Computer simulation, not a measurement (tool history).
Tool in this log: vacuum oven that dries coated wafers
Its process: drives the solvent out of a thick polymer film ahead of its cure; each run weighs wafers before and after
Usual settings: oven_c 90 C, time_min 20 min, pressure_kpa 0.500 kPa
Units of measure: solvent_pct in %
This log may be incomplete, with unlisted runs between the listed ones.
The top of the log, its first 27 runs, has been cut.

run     day  oven_c  time_min  pressure_kpa  hours of work since the thermocouples were calibrated  hours of work since the vacuum gauge was cleaned of residue  solvent_pct
 28  14.508      87        20         1.707                                                    331                                                          658        3.136
 29  15.058      90        16         0.397                                                    338                                                          665        2.526
 30  15.417      90        16         0.397                                                    342                                                          669        2.537
 31  16.046      82        20         0.500                                                    350                                                          677        4.234
 32  16.550     103        31         0.376                                                    357                                                          684        0.220
 33  17.212     103        31         0.376                                                    365                                                          692        0.216
 34  17.738      77        20         0.500                                                    372                                                          699        6.432
 35  18.408      89        32         1.095                                                    380                                                          708        1.094
 36  19.050      82        20         1.573                                                    389                                                          716        4.894
 37  19.417      90        22         0.500                                                    393                                                          720        1.391
 38  19.933      90        17         0.500                                                    400                                                          727        2.296
 39  20.254      90        17         0.500                                                    404                                                          731        2.309
 40  20.758      90        17         0.500                                                    411                                                          738        2.310
 41  21.133      82        17         0.545                                                    415                                                          742        5.252
 42  21.721      90        14         0.293                                                    423                                                          750        3.142
 43  22.246      95        33         0.579                                                    430                                                          757        0.424
 44  22.971      95        24         0.626                                                    439                                                          766        0.649
 45  23.667      95        24         0.626                                                    448                                                          775        0.646
 46  24.396      79        34         0.306                                                    457                                                          784        2.464
 47  24.954      79        34         0.306                                                    464                                                          791        2.458

Each row is a separate what-if for the run after 47, all from the same tool condition, not one after another. Results?
  A  25.700      84        16         0.306                                                    474                                                          801            ?
  B  25.700      78        16         0.306                                                    474                                                          801            ?
  C  25.700     103        21         1.220                                                    474                                                          801            ?
  D  25.700     103        20         0.736                                                    474                                                          801            ?

run  solvent_pct
  A        4.652
  B        7.282
  C        0.550
  D        0.403
With the hidden condition removed and each run's random variation left untouched, the same runs would have given:
run  solvent_pct
  A        4.590
  B        7.217
  C        0.456
  D        0.308
